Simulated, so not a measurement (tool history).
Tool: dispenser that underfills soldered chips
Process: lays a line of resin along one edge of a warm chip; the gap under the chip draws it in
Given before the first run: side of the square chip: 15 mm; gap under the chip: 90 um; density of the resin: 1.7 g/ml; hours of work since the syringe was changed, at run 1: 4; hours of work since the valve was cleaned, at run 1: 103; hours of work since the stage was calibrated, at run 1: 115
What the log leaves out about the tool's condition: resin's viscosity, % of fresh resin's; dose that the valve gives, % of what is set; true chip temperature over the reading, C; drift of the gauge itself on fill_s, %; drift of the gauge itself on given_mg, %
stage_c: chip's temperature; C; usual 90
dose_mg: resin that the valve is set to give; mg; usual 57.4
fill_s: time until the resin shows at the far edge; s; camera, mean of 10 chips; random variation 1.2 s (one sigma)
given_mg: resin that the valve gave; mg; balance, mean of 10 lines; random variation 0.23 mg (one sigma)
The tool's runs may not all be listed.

run	hour	stage_c	dose_mg	hours of work since the syringe was changed	hours of work since the valve was cleaned	hours of work since the stage was calibrated	fill_s	given_mg
1	0	90	57.4	4	103	115	145.4	52.37
2	4.2	90	57.4	6	105	117	163.8	52.22
# hour 9.3: dispensing valve cleaned and set on the balance
3	9.3	90	57.4	9	0	120	190	57.45
4	12.6	90	57.4	11	2	122	210.5	57.47
# hour 14.7: new syringe of resin
5	15.8	90	57.4	1	4	124	119	57.05
6	18.4	90	63.8	2	5	125	128.5	63.28
7	23	87	50.9	5	8	128	175.5	50.54
8	26	92	50.9	7	10	130	154.3	50.32
9	29.4	95	57.3	9	12	132	145.5	56.89
10	33.4	78	69.9	11	14	134	365.1	69.19

3 ways to go on from here, each from the tool as it stands after run 10. What would each give?
# hour 34.7: new syringe of resin
A	36.6	90	73.2	1	16	136	?	?
# hour 34.7: new syringe of resin
B	36.6	75	51.6	1	16	136	?	?
# hour 34.7: new syringe of resin
C	36.6	80	62.5	1	16	136	?	?

run	fill_s	given_mg
A	124.7	72.16
B	262.1	51
C	198.4	61.9
With the hidden condition removed and each run's random variation left untouched, the same runs would have given:
run	fill_s	given_mg
A	112.7	73.04
B	235.9	51.62
C	179	62.66

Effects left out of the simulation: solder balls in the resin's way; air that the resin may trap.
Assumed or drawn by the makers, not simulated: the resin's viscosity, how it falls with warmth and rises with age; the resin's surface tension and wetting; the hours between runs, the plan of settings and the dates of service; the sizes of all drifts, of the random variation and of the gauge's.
